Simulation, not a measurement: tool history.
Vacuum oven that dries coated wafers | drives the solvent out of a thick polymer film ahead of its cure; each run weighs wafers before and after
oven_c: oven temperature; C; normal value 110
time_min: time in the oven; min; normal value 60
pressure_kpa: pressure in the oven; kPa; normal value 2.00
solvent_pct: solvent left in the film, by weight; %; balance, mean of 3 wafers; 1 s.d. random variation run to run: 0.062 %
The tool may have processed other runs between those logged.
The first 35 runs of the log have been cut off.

| run | hour | oven_c | time_min | pressure_kpa | hours of work since the thermocouples were calibrated | hours of work since the vacuum gauge was cleaned of residue | solvent_pct |
|---|---|---|---|---|---|---|---|
| 36 | 413.9 | 119 | 39 | 1.21 | 104 | 246 | 5.88 |
| 37 | 423.5 | 102 | 76 | 2.00 | 109 | 251 | 6.49 |
| 38 | 432.8 | 110 | 60 | 3.28 | 114 | 256 | 6.20 |
| 39 | 440.2 | 122 | 51 | 6.53 | 117 | 260 | 4.68 |
| 40 | 448.9 | 122 | 31 | 6.51 | 122 | 264 | 7.94 |
| 41 | 456.2 | 97 | 60 | 1.35 | 126 | 268 | 9.60 |
| 42 | 467.9 | 110 | 86 | 1.93 | 132 | 274 | 3.52 |
| 43 | 479.5 | 99 | 86 | 7.82 | 138 | 280 | 9.29 |
| 44 | 488.0 | 99 | 58 | 6.64 | 142 | 284 | 11.64 |
| 45 | 498.1 | 101 | 102 | 1.15 | 147 | 289 | 4.51 |
| 46 | 505.2 | 117 | 102 | 6.47 | 151 | 293 | 3.03 |
| 47 | 517.0 | 106 | 48 | 3.85 | 157 | 299 | 9.24 |
| 48 | 526.9 | 110 | 54 | 1.84 | 162 | 304 | 6.34 |

Branching from run 48: 3 alternative next runs. What would each branch give?
| A | 538.2 | 105 | 33 | 1.84 | 168 | 310 | ? |
| B | 538.2 | 99 | 32 | 2.00 | 168 | 310 | ? |
| C | 538.2 | 116 | 42 | 3.56 | 168 | 310 | ? |

| run | solvent_pct |
|---|---|
| A | 11.43 |
| B | 13.21 |
| C | 6.81 |
Without the tool's hidden state the same runs would have given:
| run | solvent_pct |
|---|---|
| A | 11.44 |
| B | 13.22 |
| C | 6.83 |
